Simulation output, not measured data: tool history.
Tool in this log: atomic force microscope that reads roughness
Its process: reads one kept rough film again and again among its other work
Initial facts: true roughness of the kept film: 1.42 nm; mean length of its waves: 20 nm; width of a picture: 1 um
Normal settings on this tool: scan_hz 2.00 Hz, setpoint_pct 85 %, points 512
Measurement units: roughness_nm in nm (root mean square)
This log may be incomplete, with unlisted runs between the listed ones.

run,hour,scan_hz,setpoint_pct,points,roughness_nm
1,0.0,2.00,85,512,1.048
2,49.9,2.00,85,512,0.922
3,90.4,2.00,85,512,0.841
4,130.5,2.00,85,818,0.779
5,153.1,2.00,85,355,0.736
# hour 184.0: new tip fitted
6,193.5,2.00,85,355,1.016
7,236.7,1.57,85,512,0.941
8,261.6,2.00,85,583,0.866
9,308.1,2.00,74,512,0.835
10,334.0,2.00,85,512,0.749
11,362.7,2.00,85,512,0.716
# hour 370.1: new tip fitted
12,400.9,2.00,85,512,0.970
13,426.3,2.00,85,515,0.908
14,447.9,2.00,87,512,0.855
15,482.8,2.88,85,512,0.765
16,522.8,2.00,85,512,0.740
# hour 556.9: new tip fitted
17,569.4,2.00,85,512,1.016
18,619.3,2.31,85,512,0.871
19,640.4,1.52,86,262,0.855
20,674.5,1.52,86,262,0.793
21,718.7,2.97,80,512,0.718
# hour 743.9: new tip fitted
22,769.1,0.62,72,512,1.124
23,810.0,3.64,85,512,0.810
24,847.1,3.64,85,512,0.745
25,874.1,2.24,85,512,0.785
26,899.6,2.24,85,512,0.736
# hour 930.0: new tip fitted
27,944.8,1.41,76,512,1.087
28,984.0,1.41,76,512,0.981
29,1013.5,0.80,76,733,0.946
30,1055.1,0.80,76,413,0.855
31,1097.7,1.59,64,512,0.801
# hour 1116.0: new tip fitted
32,1126.5,1.59,64,512,1.144
33,1170.8,3.54,64,512,0.976
34,1194.0,3.54,64,512,0.909
35,1233.9,1.66,64,351,0.896

Branching from run 35: 4 alternative next runs. What would each branch give?
A,1268.9,1.53,85,512,?
B,1268.9,1.66,64,963,?
C,1268.9,2.00,85,368,?
D,1268.9,1.49,69,333,?

run,roughness_nm
A,0.780
B,0.847
C,0.754
D,0.824
The same runs, with their run-to-run variation unchanged, on a tool lacking any hidden condition would have given:
run,roughness_nm
A,1.099
B,1.194
C,1.062
D,1.159
